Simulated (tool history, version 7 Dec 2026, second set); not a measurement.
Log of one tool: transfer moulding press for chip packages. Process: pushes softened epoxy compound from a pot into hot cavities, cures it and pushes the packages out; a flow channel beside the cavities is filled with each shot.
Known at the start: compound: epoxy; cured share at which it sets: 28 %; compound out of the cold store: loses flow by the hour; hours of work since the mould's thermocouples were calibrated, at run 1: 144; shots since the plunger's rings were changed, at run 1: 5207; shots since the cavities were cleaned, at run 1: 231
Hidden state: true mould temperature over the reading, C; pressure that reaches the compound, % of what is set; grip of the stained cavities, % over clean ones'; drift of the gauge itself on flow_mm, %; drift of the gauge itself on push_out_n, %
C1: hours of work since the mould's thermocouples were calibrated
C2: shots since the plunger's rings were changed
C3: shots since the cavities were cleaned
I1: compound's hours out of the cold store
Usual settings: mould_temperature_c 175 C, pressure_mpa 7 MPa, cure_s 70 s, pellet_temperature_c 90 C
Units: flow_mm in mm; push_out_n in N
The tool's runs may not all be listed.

run 1 hour=0 | mould_temperature_c=175 pressure_mpa=7 cure_s=70 pellet_temperature_c=90 | C1=144 C2=5207 C3=231 | I1=13.9 | flow_mm=747 push_out_n=799
-- hour=21.9 cavities cleaned with cleaning compound and waxed
run 2 hour=22.3 | mould_temperature_c=175 pressure_mpa=7.63 cure_s=70 pellet_temperature_c=90 | C1=157 C2=5540 C3=7 | I1=33.2 | flow_mm=678 push_out_n=603
-- hour=58.2 cavities cleaned with cleaning compound and waxed
run 3 hour=62.7 | mould_temperature_c=175 pressure_mpa=7.63 cure_s=70 pellet_temperature_c=90 | C1=181 C2=6162 C3=71 | I1=43.6 | flow_mm=642 push_out_n=637
-- hour=80.7 plunger's sealing rings changed
-- hour=96.8 cavities cleaned with cleaning compound and waxed
run 4 hour=97.7 | mould_temperature_c=175 pressure_mpa=7 cure_s=70 pellet_temperature_c=90 | C1=200 C2=248 C3=16 | I1=44.8 | flow_mm=659 push_out_n=601
run 5 hour=117.6 | mould_temperature_c=175 pressure_mpa=7 cure_s=70 pellet_temperature_c=90 | C1=212 C2=566 C3=334 | I1=19.3 | flow_mm=774 push_out_n=811
-- hour=131.9 cavities cleaned with cleaning compound and waxed
run 6 hour=158.1 | mould_temperature_c=175 pressure_mpa=7 cure_s=70 pellet_temperature_c=90 | C1=236 C2=1191 C3=420 | I1=28.3 | flow_mm=727 push_out_n=836
-- hour=167.6 cavities cleaned with cleaning compound and waxed
run 7 hour=178.8 | mould_temperature_c=175 pressure_mpa=7 cure_s=70 pellet_temperature_c=90 | C1=248 C2=1497 C3=179 | I1=24.8 | flow_mm=740 push_out_n=769
-- hour=203.3 cavities cleaned with cleaning compound and waxed
run 8 hour=203.3 | mould_temperature_c=175 pressure_mpa=7 cure_s=70 pellet_temperature_c=90 | C1=262 C2=1865 C3=0 | I1=31.7 | flow_mm=707 push_out_n=620
-- hour=240.6 cavities cleaned with cleaning compound and waxed
run 9 hour=244.5 | mould_temperature_c=175 pressure_mpa=7 cure_s=70 pellet_temperature_c=90 | C1=287 C2=2500 C3=61 | I1=36.7 | flow_mm=674 push_out_n=654
run 10 hour=270.4 | mould_temperature_c=175 pressure_mpa=7 cure_s=70 pellet_temperature_c=90 | C1=303 C2=2915 C3=476 | I1=31.9 | flow_mm=697 push_out_n=831
-- hour=276.6 cavities cleaned with cleaning compound and waxed
run 11 hour=304.4 | mould_temperature_c=175 pressure_mpa=7 cure_s=70 pellet_temperature_c=90 | C1=323 C2=3435 C3=445 | I1=19.8 | flow_mm=747 push_out_n=888
-- hour=312.5 cavities cleaned with cleaning compound and waxed
-- hour=347.7 cavities cleaned with cleaning compound and waxed
run 12 hour=348.4 | mould_temperature_c=175 pressure_mpa=7 cure_s=70 pellet_temperature_c=90 | C1=348 C2=4091 C3=11 | I1=45.8 | flow_mm=624 push_out_n=598
-- hour=384.4 cavities cleaned with cleaning compound and waxed
run 13 hour=392.5 | mould_temperature_c=175 pressure_mpa=7 cure_s=70 pellet_temperature_c=90 | C1=374 C2=4772 C3=129 | I1=38.7 | flow_mm=647 push_out_n=646
-- hour=421.3 cavities cleaned with cleaning compound and waxed
run 14 hour=427.8 | mould_temperature_c=175 pressure_mpa=5.57 cure_s=70 pellet_temperature_c=87 | C1=395 C2=5314 C3=104 | I1=43.8 | flow_mm=549 push_out_n=648

The next listed run, before its measurement:
-- hour=457.2 cavities cleaned with cleaning compound and waxed
run 15 hour=464.6 | mould_temperature_c=182 pressure_mpa=7.39 cure_s=66 pellet_temperature_c=97 | C1=417 C2=5879 C3=118 | I1=27.5 | flow_mm=? push_out_n=?

{"run 15": {"flow_mm": 670, "push_out_n": 474}}
Without the tool's hidden state the same run would have given flow_mm 736 mm, push_out_n 435 N.
